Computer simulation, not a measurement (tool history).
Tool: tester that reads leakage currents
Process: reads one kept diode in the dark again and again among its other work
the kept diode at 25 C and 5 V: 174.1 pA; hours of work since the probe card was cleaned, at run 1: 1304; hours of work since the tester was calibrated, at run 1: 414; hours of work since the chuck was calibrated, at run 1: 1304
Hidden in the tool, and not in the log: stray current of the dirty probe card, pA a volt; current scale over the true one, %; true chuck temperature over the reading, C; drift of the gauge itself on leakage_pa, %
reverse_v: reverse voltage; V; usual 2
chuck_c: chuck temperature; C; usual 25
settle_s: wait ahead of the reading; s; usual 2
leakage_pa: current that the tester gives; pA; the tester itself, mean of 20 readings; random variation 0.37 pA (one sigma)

| run | hour | reverse_v | chuck_c | settle_s | hours of work since the probe card was cleaned | hours of work since the tester was calibrated | hours of work since the chuck was calibrated | leakage_pa |
|---|---|---|---|---|---|---|---|---|
| 1 | 0 | 2 | 25 | 2 | 1304 | 414 | 1304 | 124.06 |
| 2 | 253.1 | 2 | 25 | 2 | 1417 | 527 | 1417 | 123.3 |
| 3 | 433.1 | 2 | 25 | 2 | 1497 | 607 | 1497 | 124.14 |
| 4 | 665.6 | 2 | 25 | 2 | 1602 | 712 | 1602 | 122.91 |
| 5 | 865.3 | 2 | 25 | 2 | 1691 | 801 | 1691 | 124.18 |
|  | 1005.9 | chuck's temperature calibrated |
| 6 | 1132.9 | 2 | 24 | 2 | 1810 | 920 | 57 | 112.88 |
| 7 | 1277.1 | 14.59 | 24 | 2 | 1874 | 984 | 121 | 237.81 |
| 8 | 1526.3 | 14.59 | 24 | 2 | 1986 | 1096 | 233 | 237.25 |
| 9 | 1749.5 | 2 | 39 | 2 | 2086 | 1196 | 333 | 448.42 |
| 10 | 1966.1 | 2 | 39 | 2 | 2183 | 1293 | 430 | 446.33 |
| 11 | 2084.8 | 2 | 39 | 2 | 2236 | 1346 | 483 | 451.13 |
| 12 | 2236 | 2 | 39 | 2 | 2304 | 1414 | 551 | 450.11 |
| 13 | 2451.6 | 2 | 48 | 2 | 2400 | 1510 | 647 | 970.1 |
| 14 | 2666.4 | 1.4 | 33 | 5.28 | 2496 | 1606 | 743 | 230.59 |
| 15 | 2824.4 | 1.4 | 33 | 5.28 | 2567 | 1677 | 814 | 228.96 |
| 16 | 2978.1 | 6.21 | 25 | 2.96 | 2636 | 1746 | 883 | 190.5 |
| 17 | 3114.8 | 6.21 | 35 | 0.47 | 2697 | 1807 | 944 | 486.92 |
| 18 | 3330.6 | 7.33 | 31 | 0.79 | 2794 | 1904 | 1041 | 356.22 |
| 19 | 3613.7 | 7.33 | 31 | 0.79 | 2921 | 2031 | 1168 | 356.29 |
| 20 | 3806.7 | 14.95 | 25 | 1.59 | 3007 | 2117 | 1254 | 263.57 |
| 21 | 4069.4 | 2.51 | 33 | 4.1 | 3125 | 2235 | 1372 | 286.35 |
| 22 | 4254.4 | 2.51 | 33 | 4.1 | 3207 | 2317 | 1454 | 285.41 |
| 23 | 4431.2 | 3.36 | 38 | 1.62 | 3287 | 2397 | 1534 | 497.51 |
| 24 | 4710.9 | 9.12 | 56 | 0.63 | 3412 | 2522 | 1659 | 3298.39 |
| 25 | 4901.5 | 9.12 | 56 | 0.63 | 3497 | 2607 | 1744 | 3285.4 |

Measured less the same run without the tool's hidden state. The same run-to-run variation is in both; the gauge's scatter may not be:
| run | leakage_pa |
|---|---|
| 1 | +0.07 |
| 2 | +0.08 |
| 3 | +0.08 |
| 4 | +0.09 |
| 5 | +0.09 |
| 6 | +0.01 |
| 7 | +0.08 |
| 8 | +0.09 |
| 9 | +0.04 |
| 10 | +0.05 |
| 11 | +0.06 |
| 12 | +0.08 |
| 13 | +0.17 |
| 14 | +0.06 |
| 15 | +0.06 |
| 16 | +0.1 |
| 17 | +0.19 |
| 18 | +0.17 |
| 19 | +0.2 |
| 20 | +0.24 |
| 21 | +0.15 |
| 22 | +0.15 |
| 23 | +0.27 |
| 24 | +1.63 |
| 25 | +1.71 |
